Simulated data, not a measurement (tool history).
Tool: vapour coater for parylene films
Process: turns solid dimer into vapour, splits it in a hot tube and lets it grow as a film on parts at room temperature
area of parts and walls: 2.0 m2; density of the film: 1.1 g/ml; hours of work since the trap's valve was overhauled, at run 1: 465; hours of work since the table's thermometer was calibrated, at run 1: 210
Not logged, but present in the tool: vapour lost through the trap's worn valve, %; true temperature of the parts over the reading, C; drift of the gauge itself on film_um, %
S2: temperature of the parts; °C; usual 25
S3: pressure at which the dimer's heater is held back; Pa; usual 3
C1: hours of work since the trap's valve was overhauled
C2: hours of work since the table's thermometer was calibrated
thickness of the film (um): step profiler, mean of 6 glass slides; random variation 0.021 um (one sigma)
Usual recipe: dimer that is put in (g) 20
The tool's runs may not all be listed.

Run 1, hour 0: usual settings; C1 465; C2 210. Result: thickness of the film (um) 4.91.
Run 2, hour 41.1: usual settings; C1 481; C2 226. Result: thickness of the film (um) 4.91.
Run 3, hour 79.6: usual settings but S2 20 °C; C1 496; C2 242. Result: thickness of the film (um) 5.65.
Run 4, hour 149.9: usual settings but dimer that is put in (g) 29, S2 20 °C; C1 525; C2 270. Result: thickness of the film (um) 8.16.
Run 5, hour 227.5: usual settings but dimer that is put in (g) 29, S2 20 °C; C1 556; C2 301. Result: thickness of the film (um) 8.16.
Run 6, hour 261: usual settings but dimer that is put in (g) 29, S2 20 °C; C1 569; C2 314. Result: thickness of the film (um) 8.17.
Run 7, hour 318.1: usual settings but dimer that is put in (g) 29, S2 20 °C; C1 592; C2 337. Result: thickness of the film (um) 8.15.
Run 8, hour 384.8: usual settings but dimer that is put in (g) 18, S2 20 °C; C1 619; C2 364. Result: thickness of the film (um) 5.08.
Run 9, hour 425.5: usual settings; C1 635; C2 380. Result: thickness of the film (um) 4.91.
Run 10, hour 496.4: usual settings; C1 663; C2 409. Result: thickness of the film (um) 4.92.
At hour 539.8: trap's valve overhauled.
Run 11, hour 552.3: usual settings but S3 11.76 Pa; C1 5; C2 430. Result: thickness of the film (um) 4.48.
Run 12, hour 588.4: usual settings but S2 26 °C; C1 19; C2 444. Result: thickness of the film (um) 4.76.
Run 13, hour 645.8: usual settings but S2 26 °C; C1 42; C2 467. Result: thickness of the film (um) 4.79.
Run 14, hour 719.9: usual settings but dimer that is put in (g) 24, S2 18 °C, S3 7.48 Pa; C1 72; C2 497. Result: thickness of the film (um) 6.7.
Run 15, hour 785: usual settings but dimer that is put in (g) 24, S2 18 °C, S3 7.48 Pa; C1 98; C2 523. Result: thickness of the film (um) 6.65.
Run 16, hour 827.2: usual settings but S2 22 °C; C1 115; C2 540. Result: thickness of the film (um) 5.28.
Run 17, hour 860.1: usual settings but dimer that is put in (g) 29, S3 3.55 Pa; C1 128; C2 553. Result: thickness of the film (um) 7.
Run 18, hour 928.7: usual settings but S3 4.01 Pa; C1 156; C2 580. Result: thickness of the film (um) 4.75.
Run 19, hour 986.3: usual settings but S3 4.01 Pa; C1 179; C2 603. Result: thickness of the film (um) 4.8.
Run 20, hour 1024.9: usual settings but S3 4.01 Pa; C1 194; C2 619. Result: thickness of the film (um) 4.74.
Run 21, hour 1059: usual settings but S3 3.77 Pa; C1 208; C2 633. Result: thickness of the film (um) 4.75.
Run 22, hour 1120.5: usual settings but dimer that is put in (g) 10; C1 233; C2 657. Result: thickness of the film (um) 2.41.
Run 23, hour 1156.1: usual settings but dimer that is put in (g) 18, S2 37 °C, S3 2.88 Pa; C1 247; C2 672. Result: thickness of the film (um) 3.09.
Run 24, hour 1223.1: usual settings but dimer that is put in (g) 13, S3 8.14 Pa; C1 274; C2 698. Result: thickness of the film (um) 2.96.
Run 25, hour 1288: usual settings but S2 24 °C, S3 7.71 Pa; C1 300; C2 724. Result: thickness of the film (um) 4.67.

Consider 3 possible next runs. They are alternatives, not a sequence: every one starts from the tool as it was left by run 25. What does each give?
Run A, hour 1338.4: usual settings but dimer that is put in (g) 28; C1 320; C2 745. Result: thickness of the film (um) ?.
Run B, hour 1338.4: usual settings but dimer that is put in (g) 9, S2 26 °C, S3 5.4 Pa; C1 320; C2 745. Result: thickness of the film (um) ?.
Run C, hour 1338.4: usual settings but dimer that is put in (g) 12; C1 320; C2 745. Result: thickness of the film (um) ?.

run  thickness of the film (um)
  A                        6.71
  B                        2.02
  C                        2.88
Take away the tool's hidden state, keep each run's random variation, and the runs would have read:
run  thickness of the film (um)
  A                        6.88
  B                        2.07
  C                        2.95
